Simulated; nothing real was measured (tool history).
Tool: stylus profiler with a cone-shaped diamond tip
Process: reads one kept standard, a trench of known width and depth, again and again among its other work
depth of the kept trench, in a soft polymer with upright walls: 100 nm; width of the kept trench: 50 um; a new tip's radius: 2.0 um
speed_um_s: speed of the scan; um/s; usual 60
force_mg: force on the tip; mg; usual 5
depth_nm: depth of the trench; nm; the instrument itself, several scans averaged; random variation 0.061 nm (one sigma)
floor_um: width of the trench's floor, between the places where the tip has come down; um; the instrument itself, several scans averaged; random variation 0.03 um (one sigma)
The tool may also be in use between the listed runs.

Run 1, day 0: usual settings. Result: depth_nm 102.67 nm, floor_um 48.48 um.
Run 2, day 2.125: usual settings. Result: depth_nm 102.56 nm, floor_um 48.42 um.
Run 3, day 4.362: usual settings but force_mg 5.84 mg. Result: depth_nm 102.79 nm, floor_um 48.44 um.
Run 4, day 6.354: usual settings but force_mg 8.62 mg. Result: depth_nm 103.81 nm, floor_um 48.49 um.
Run 5, day 8.471: usual settings. Result: depth_nm 102.56 nm, floor_um 48.43 um.
Run 6, day 9.988: usual settings but force_mg 7.22 mg. Result: depth_nm 103.39 nm, floor_um 48.49 um.
Run 7, day 12.242: usual settings. Result: depth_nm 102.62 nm, floor_um 48.41 um.
Run 8, day 13.792: usual settings. Result: depth_nm 102.83 nm, floor_um 48.49 um.
Run 9, day 15.433: usual settings. Result: depth_nm 102.86 nm, floor_um 48.52 um.
Run 10, day 16.983: usual settings. Result: depth_nm 102.61 nm, floor_um 48.48 um.
Run 11, day 18.088: usual settings but speed_um_s 58 um/s. Result: depth_nm 102.7 nm, floor_um 48.46 um.
Run 12, day 20.312: usual settings but speed_um_s 58 um/s. Result: depth_nm 102.81 nm, floor_um 48.42 um.
Run 13, day 21.371: usual settings but speed_um_s 16 um/s. Result: depth_nm 102.75 nm, floor_um 48.46 um.
Run 14, day 23.862: usual settings but speed_um_s 128 um/s. Result: depth_nm 102.75 nm, floor_um 48.25 um.
Run 15, day 25.9: usual settings but speed_um_s 128 um/s. Result: depth_nm 102.82 nm, floor_um 48.26 um.
Run 16, day 27.621: usual settings but force_mg 6.9 mg. Result: depth_nm 103.34 nm, floor_um 48.48 um.
Run 17, day 28.846: usual settings but force_mg 6.9 mg. Result: depth_nm 103.4 nm, floor_um 48.4 um.
Run 18, day 31.004: usual settings but force_mg 6.9 mg. Result: depth_nm 103.39 nm, floor_um 48.43 um.
Run 19, day 32.921: usual settings but speed_um_s 87 um/s, force_mg 4.61 mg. Result: depth_nm 102.65 nm, floor_um 48.31 um.
Run 20, day 34.154: usual settings but speed_um_s 180 um/s, force_mg 4.61 mg. Result: depth_nm 102.71 nm, floor_um 48.1 um.
Run 21, day 35.821: usual settings but speed_um_s 18 um/s, force_mg 5.34 mg. Result: depth_nm 102.91 nm, floor_um 48.5 um.
Run 22, day 36.833: usual settings but speed_um_s 18 um/s, force_mg 5.34 mg. Result: depth_nm 103.08 nm, floor_um 48.44 um.
At day 37.004: height scale calibrated on a step standard.
Run 23, day 38.338: usual settings but speed_um_s 226 um/s, force_mg 5.17 mg. Result: depth_nm 103.22 nm, floor_um 47.97 um.
Run 24, day 39.733: usual settings but speed_um_s 71 um/s, force_mg 2.52 mg. Result: depth_nm 102.24 nm, floor_um 48.28 um.
Run 25, day 41.171: usual settings but speed_um_s 33 um/s, force_mg 3.3 mg. Result: depth_nm 102.62 nm, floor_um 48.45 um.
Run 26, day 43.042: usual settings but speed_um_s 18 um/s, force_mg 14.66 mg. Result: depth_nm 105.78 nm, floor_um 48.49 um.
Run 27, day 44.417: usual settings but speed_um_s 18 um/s, force_mg 14.66 mg. Result: depth_nm 105.78 nm, floor_um 48.52 um.
Run 28, day 45.958: usual settings but speed_um_s 17 um/s, force_mg 14.66 mg. Result: depth_nm 105.83 nm, floor_um 48.47 um.
Run 29, day 47.429: usual settings but speed_um_s 57 um/s, force_mg 10.31 mg. Result: depth_nm 104.56 nm, floor_um 48.43 um.
Run 30, day 48.583: usual settings but speed_um_s 57 um/s, force_mg 10.31 mg. Result: depth_nm 104.68 nm, floor_um 48.42 um.
Run 31, day 50.417: usual settings but speed_um_s 30 um/s, force_mg 4.98 mg. Result: depth_nm 103.18 nm, floor_um 48.43 um.
At day 51.112: height scale calibrated on a step standard, once more.
Run 32, day 52.692: usual settings but speed_um_s 229 um/s, force_mg 14.9 mg. Result: depth_nm 104.84 nm, floor_um 48.14 um.

5 ways to go on from here, each from the tool as it stands after run 32. What would each give?
Run A, day 54.625: usual settings but speed_um_s 28 um/s, force_mg 2.33 mg. Result: depth_nm ?, floor_um ?.
Run B, day 54.625: usual settings but speed_um_s 23 um/s, force_mg 4.04 mg. Result: depth_nm ?, floor_um ?.
Run C, day 54.625: usual settings but speed_um_s 21 um/s, force_mg 2.62 mg. Result: depth_nm ?, floor_um ?.
Run D, day 54.625: usual settings but speed_um_s 26 um/s, force_mg 6.88 mg. Result: depth_nm ?, floor_um ?.
Run E, day 54.625: usual settings but speed_um_s 79 um/s, force_mg 7.66 mg. Result: depth_nm ?, floor_um ?.

run  depth_nm  floor_um
  A    101.45     48.35
  B    101.99     48.44
  C    101.52     48.43
  D    102.92     48.38
  E    103.14     48.28
Without the tool's hidden state the same runs would have given:
run  depth_nm  floor_um
  A    101.45     48.63
  B    101.99     48.71
  C    101.52      48.7
  D    102.92     48.65
  E    103.14     48.55

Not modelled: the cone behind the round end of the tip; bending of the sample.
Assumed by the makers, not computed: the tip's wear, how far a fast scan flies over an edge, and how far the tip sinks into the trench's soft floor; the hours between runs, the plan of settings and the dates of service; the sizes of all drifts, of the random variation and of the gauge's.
